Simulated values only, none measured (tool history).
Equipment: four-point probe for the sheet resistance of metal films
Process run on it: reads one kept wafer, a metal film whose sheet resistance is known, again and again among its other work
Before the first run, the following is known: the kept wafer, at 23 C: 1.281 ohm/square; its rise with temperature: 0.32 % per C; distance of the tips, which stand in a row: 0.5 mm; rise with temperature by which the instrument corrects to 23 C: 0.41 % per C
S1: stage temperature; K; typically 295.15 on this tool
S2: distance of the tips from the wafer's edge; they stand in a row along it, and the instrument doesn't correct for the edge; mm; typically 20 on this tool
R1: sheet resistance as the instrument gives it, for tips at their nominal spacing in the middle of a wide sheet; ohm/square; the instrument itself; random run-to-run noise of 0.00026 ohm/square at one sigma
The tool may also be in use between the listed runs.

run	day	S1	S2	R1
1	0	295.15	20	1.288363
2	2.138	295.15	20	1.288341
3	4.346	295.15	20	1.288361
4	6.542	295.15	11	1.289517
5	7.546	295.15	11	1.289023
6	8.538	295.15	4	1.298223
7	9.658	295.15	4	1.29833
8	10.967	307.15	20	1.274606
9	13.138	301.15	20	1.28126
10	15.096	301.15	20	1.281476
11	16.292	301.15	20	1.281346
12	17.346	295.15	11	1.28996
# day 19.008: stage's thermometer calibrated
13	19.421	295.15	11	1.291644
14	20.438	295.15	11	1.291526
15	22.017	295.15	4	1.300749
16	23.467	295.15	4	1.300894
17	25.212	305.15	22	1.279068
18	26.725	306.15	33	1.277845
19	27.696	306.15	33	1.277592
20	29.967	306.15	33	1.277208
21	31.233	307.15	28	1.276751
22	33.138	300.15	14	1.285441
23	35.088	307.15	7	1.27988
24	37.262	295.15	20	1.290595
25	38.85	299.15	66	1.286122
26	40.383	306.15	43	1.277496
27	42.396	306.15	43	1.277872

3 ways to go on from here, each from the tool as it stands after run 27. What would each give?
A	44.458	300.15	27	?
B	44.458	306.15	9	?
C	44.458	295.15	43	?

run	R1
A	1.285045
B	1.279814
C	1.290334
Stripped of hidden state, with their random variation kept, the same runs would have yielded:
run	R1
A	1.276749
B	1.271549
C	1.282007

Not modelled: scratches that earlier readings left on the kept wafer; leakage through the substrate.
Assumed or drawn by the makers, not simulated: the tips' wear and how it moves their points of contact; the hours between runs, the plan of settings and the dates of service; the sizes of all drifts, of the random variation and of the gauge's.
